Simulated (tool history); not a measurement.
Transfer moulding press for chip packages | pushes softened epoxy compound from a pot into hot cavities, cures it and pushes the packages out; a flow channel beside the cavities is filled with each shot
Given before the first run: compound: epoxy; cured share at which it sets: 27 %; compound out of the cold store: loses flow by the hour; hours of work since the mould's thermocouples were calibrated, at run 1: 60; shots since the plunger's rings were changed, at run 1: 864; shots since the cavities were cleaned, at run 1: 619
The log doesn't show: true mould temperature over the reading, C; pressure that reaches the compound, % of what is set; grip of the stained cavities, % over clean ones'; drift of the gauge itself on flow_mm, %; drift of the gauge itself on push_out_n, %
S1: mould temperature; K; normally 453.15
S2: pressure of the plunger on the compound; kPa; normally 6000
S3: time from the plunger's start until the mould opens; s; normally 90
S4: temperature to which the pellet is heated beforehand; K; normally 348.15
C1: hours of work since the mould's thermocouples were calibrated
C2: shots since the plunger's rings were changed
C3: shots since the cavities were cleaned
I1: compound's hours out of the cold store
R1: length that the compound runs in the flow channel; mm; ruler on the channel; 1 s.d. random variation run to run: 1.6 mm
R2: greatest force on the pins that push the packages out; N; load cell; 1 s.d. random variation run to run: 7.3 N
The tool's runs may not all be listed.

Run 1, hour 0: usual settings; C1 60; C2 864; C3 619; I1 27.8. Result: R1 647 mm, R2 504 N.
At hour 38.3: cavities cleaned with cleaning compound and waxed.
Run 2, hour 91.5: usual settings; C1 108; C2 1741; C3 518; I1 12.2. Result: R1 687 mm, R2 483 N.
At hour 146.4: cavities cleaned with cleaning compound and waxed.
Run 3, hour 164.4: usual settings but S3 120 s; C1 146; C2 2437; C3 174; I1 37.4. Result: R1 616 mm, R2 308 N.
At hour 213.2: plunger's sealing rings changed.
Run 4, hour 217.9: usual settings but S3 120 s; C1 173; C2 46; C3 673; I1 37.2. Result: R1 631 mm, R2 419 N.
At hour 251.8: cavities cleaned with cleaning compound and waxed.
Run 5, hour 272.1: usual settings; C1 201; C2 560; C3 198; I1 25.8. Result: R1 655 mm, R2 380 N.
At hour 354.1: cavities cleaned with cleaning compound and waxed.
Run 6, hour 354.1: usual settings but S4 339.15 K; C1 243; C2 1345; C3 0; I1 31.3. Result: R1 640 mm, R2 317 N.
Run 7, hour 414.1: usual settings but S4 350.15 K; C1 275; C2 1930; C3 585; I1 12. Result: R1 687 mm, R2 519 N.
At hour 458.6: cavities cleaned with cleaning compound and waxed.
Run 8, hour 458.6: usual settings but S4 342.15 K; C1 298; C2 2349; C3 0; I1 43.4. Result: R1 603 mm, R2 309 N.
At hour 465.3: mould's thermocouples calibrated.
At hour 516.4: plunger's sealing rings changed.
Run 9, hour 557.4: usual settings but S4 342.15 K; C1 47; C2 400; C3 920; I1 30.8. Result: R1 646 mm, R2 570 N.
At hour 565.2: cavities cleaned with cleaning compound and waxed.
Run 10, hour 638.2: usual settings but S1 445.15 K, S3 94 s; C1 90; C2 1174; C3 712; I1 21. Result: R1 688 mm, R2 881 N.
At hour 672.2: cavities cleaned with cleaning compound and waxed.
At hour 690.2: mould's thermocouples calibrated, once more.
Run 11, hour 723.9: usual settings but S1 445.15 K, S2 5460 kPa, S3 85 s; C1 18; C2 1976; C3 485; I1 30.4. Result: R1 626 mm, R2 842 N.
At hour 779.7: cavities cleaned with cleaning compound and waxed.
At hour 817.1: plunger's sealing rings changed.
Run 12, hour 820.5: usual settings but S1 445.15 K, S2 5460 kPa, S3 85 s; C1 67; C2 33; C3 373; I1 45.9. Result: R1 597 mm, R2 780 N.
At hour 890.6: cavities cleaned with cleaning compound and waxed.
Run 13, hour 894.6: usual settings but S1 445.15 K, S2 5460 kPa, S3 102 s; C1 105; C2 742; C3 40; I1 41.2. Result: R1 606 mm, R2 401 N.
Run 14, hour 966.1: usual settings but S1 456.15 K, S2 5290 kPa, S3 98 s; C1 143; C2 1439; C3 737; I1 22.2. Result: R1 613 mm, R2 439 N.
At hour 992.5: cavities cleaned with cleaning compound and waxed.
Run 15, hour 1069.5: usual settings but S1 456.15 K, S2 6500 kPa, S3 105 s, S4 345.15 K; C1 197; C2 2433; C3 752; I1 37.8. Result: R1 633 mm, R2 429 N.
At hour 1096.6: cavities cleaned with cleaning compound and waxed.
At hour 1116.7: plunger's sealing rings changed.
Run 16, hour 1160: usual settings but S1 456.15 K, S2 6610 kPa, S3 105 s, S4 355.15 K; C1 243; C2 422; C3 593; I1 37.7. Result: R1 651 mm, R2 396 N.

Estimate the outcome of run 17 from the log above:
At hour 1203.4: cavities cleaned with cleaning compound and waxed.
Run 17, hour 1233.5: usual settings but S2 6540 kPa, S3 79 s; C1 281; C2 1125; C3 293; I1 26.7. Result: R1 ?, R2 ?.

{"run 17": {"R1": 680, "R2": 565}}
Without the tool's hidden state the same run would have given R1 687 mm, R2 396 N.

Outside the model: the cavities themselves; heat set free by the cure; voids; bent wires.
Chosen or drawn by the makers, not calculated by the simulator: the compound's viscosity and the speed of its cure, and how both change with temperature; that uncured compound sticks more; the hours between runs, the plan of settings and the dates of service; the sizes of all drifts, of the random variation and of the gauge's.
